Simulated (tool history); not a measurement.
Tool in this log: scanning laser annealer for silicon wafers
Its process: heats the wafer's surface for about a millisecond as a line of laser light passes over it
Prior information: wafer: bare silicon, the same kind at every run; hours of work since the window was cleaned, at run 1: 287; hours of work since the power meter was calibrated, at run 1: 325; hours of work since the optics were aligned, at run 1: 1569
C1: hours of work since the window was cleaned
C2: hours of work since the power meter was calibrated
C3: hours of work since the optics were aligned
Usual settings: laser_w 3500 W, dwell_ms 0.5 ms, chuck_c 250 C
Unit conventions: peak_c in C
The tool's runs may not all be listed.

Run 1, hour 0: usual settings; C1 287; C2 325; C3 1569. Result: peak_c 1081 C.
At hour 29.3: optics aligned, line set to its width.
Run 2, hour 29.3: usual settings; C1 304; C2 342; C3 0. Result: peak_c 1080 C.
Run 3, hour 52.4: usual settings; C1 320; C2 358; C3 16. Result: peak_c 1080 C.
Run 4, hour 67.6: usual settings; C1 331; C2 369; C3 27. Result: peak_c 1081 C.
Run 5, hour 100.6: usual settings but chuck_c 241 C; C1 354; C2 392; C3 50. Result: peak_c 1070 C.
Run 6, hour 130.3: usual settings but dwell_ms 0.384 ms, chuck_c 241 C; C1 375; C2 413; C3 71. Result: peak_c 953 C.
Run 7, hour 155.4: usual settings but dwell_ms 0.384 ms, chuck_c 241 C; C1 393; C2 431; C3 89. Result: peak_c 955 C.
Run 8, hour 185: usual settings but dwell_ms 0.384 ms, chuck_c 213 C; C1 414; C2 452; C3 110. Result: peak_c 927 C.
At hour 190.2: window over the wafer cleaned.
Run 9, hour 220.3: usual settings but dwell_ms 0.384 ms, chuck_c 213 C; C1 21; C2 475; C3 133. Result: peak_c 928 C.
Run 10, hour 247.5: usual settings but dwell_ms 0.384 ms, chuck_c 213 C; C1 40; C2 494; C3 152. Result: peak_c 926 C.
Run 11, hour 268.8: usual settings but dwell_ms 0.366 ms, chuck_c 271 C; C1 55; C2 509; C3 167. Result: peak_c 965 C.

Expected results for the next run?
Run 12, hour 286.5: usual settings but dwell_ms 0.366 ms, chuck_c 271 C; C1 68; C2 522; C3 180. Result: peak_c ?.

peak_c: 967 C
The same run, on a tool lacking any hidden state, would have yielded peak_c 967 C.
